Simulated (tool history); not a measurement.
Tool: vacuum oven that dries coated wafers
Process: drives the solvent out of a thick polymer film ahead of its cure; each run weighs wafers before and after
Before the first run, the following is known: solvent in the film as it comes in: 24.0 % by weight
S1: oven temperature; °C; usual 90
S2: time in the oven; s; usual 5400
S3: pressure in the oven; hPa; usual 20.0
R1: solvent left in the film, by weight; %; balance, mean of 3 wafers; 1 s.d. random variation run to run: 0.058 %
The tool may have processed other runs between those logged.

| run | hour | S1 | S2 | S3 | R1 |
|---|---|---|---|---|---|
| 1 | 0.0 | 90 | 5400 | 20.0 | 3.18 |
| 2 | 20.1 | 90 | 5400 | 20.0 | 3.22 |
| 3 | 48.5 | 90 | 5400 | 20.0 | 3.19 |
| 4 | 65.1 | 90 | 5400 | 20.0 | 3.33 |
| 5 | 78.9 | 90 | 5400 | 20.0 | 3.23 |
| 6 | 96.6 | 90 | 5400 | 20.0 | 3.19 |
| 7 | 123.5 | 90 | 5400 | 20.0 | 3.25 |
| 8 | 155.1 | 90 | 5400 | 20.0 | 3.22 |
| 9 | 171.8 | 90 | 5400 | 20.0 | 3.17 |
| 10 | 185.7 | 90 | 5400 | 20.0 | 3.25 |
| 11 | 208.0 | 90 | 5400 | 20.0 | 3.24 |
| 12 | 237.5 | 90 | 5400 | 20.0 | 3.28 |
| 13 | 266.2 | 90 | 5400 | 20.0 | 3.30 |
| 14 | 294.3 | 90 | 5400 | 20.0 | 3.21 |
| 15 | 313.1 | 90 | 5400 | 20.0 | 3.30 |
| 16 | 338.4 | 90 | 3120 | 20.0 | 5.93 |
| 17 | 367.6 | 90 | 5400 | 20.0 | 3.30 |
| 18 | 382.7 | 90 | 5400 | 20.0 | 3.21 |
| 19 | 399.0 | 100 | 5400 | 20.0 | 1.55 |
|  | 403.6 | oven's thermocouples calibrated |
| 20 | 430.7 | 100 | 5400 | 20.0 | 1.55 |
| 21 | 460.5 | 100 | 5400 | 20.0 | 1.72 |
| 22 | 478.4 | 100 | 5400 | 20.0 | 1.74 |
| 23 | 502.3 | 100 | 5400 | 20.0 | 1.70 |
| 24 | 533.2 | 100 | 4740 | 10.2 | 1.05 |
| 25 | 555.7 | 90 | 2940 | 20.0 | 6.69 |
|  | 559.5 | oven's thermocouples calibrated, once more |
| 26 | 575.5 | 90 | 2940 | 20.0 | 5.59 |
| 27 | 597.0 | 90 | 2940 | 20.0 | 5.78 |
| 28 | 614.1 | 95 | 7260 | 10.5 | 0.90 |
| 29 | 629.0 | 82 | 4140 | 13.2 | 6.70 |
| 30 | 653.6 | 82 | 4140 | 13.2 | 6.57 |
| 31 | 683.1 | 75 | 5400 | 75.5 | 16.39 |
| 32 | 697.8 | 78 | 5400 | 16.2 | 7.22 |
| 33 | 724.7 | 78 | 5400 | 16.2 | 7.25 |
| 34 | 742.4 | 95 | 5640 | 72.1 | 6.14 |
| 35 | 766.7 | 90 | 7500 | 16.3 | 1.93 |
| 36 | 798.8 | 93 | 7500 | 16.3 | 1.58 |
| 37 | 828.6 | 88 | 9240 | 16.3 | 2.02 |
| 38 | 850.6 | 88 | 9240 | 16.3 | 2.07 |
| 39 | 865.4 | 88 | 9240 | 16.3 | 2.04 |
| 40 | 879.7 | 94 | 8940 | 11.6 | 1.14 |
| 41 | 902.9 | 93 | 2820 | 20.0 | 4.67 |
| 42 | 919.2 | 85 | 5100 | 26.9 | 5.63 |
| 43 | 936.9 | 81 | 8280 | 17.9 | 4.03 |
| 44 | 953.0 | 90 | 5580 | 11.0 | 2.10 |
| 45 | 984.8 | 90 | 5580 | 11.0 | 2.07 |
| 46 | 1004.7 | 80 | 8580 | 20.0 | 4.56 |

Below are 3 alternative next runs, each starting from the tool's condition after run 46. Predict each:
| A | 1022.6 | 85 | 6840 | 15.5 | ? |
| B | 1022.6 | 86 | 2940 | 68.4 | ? |
| C | 1022.6 | 77 | 8280 | 24.7 | ? |

| run | R1 |
|---|---|
| A | 3.22 |
| B | 11.61 |
| C | 6.66 |
Without the tool's unlogged condition, the same runs would have read:
| run | R1 |
|---|---|
| A | 3.01 |
| B | 11.38 |
| C | 6.37 |
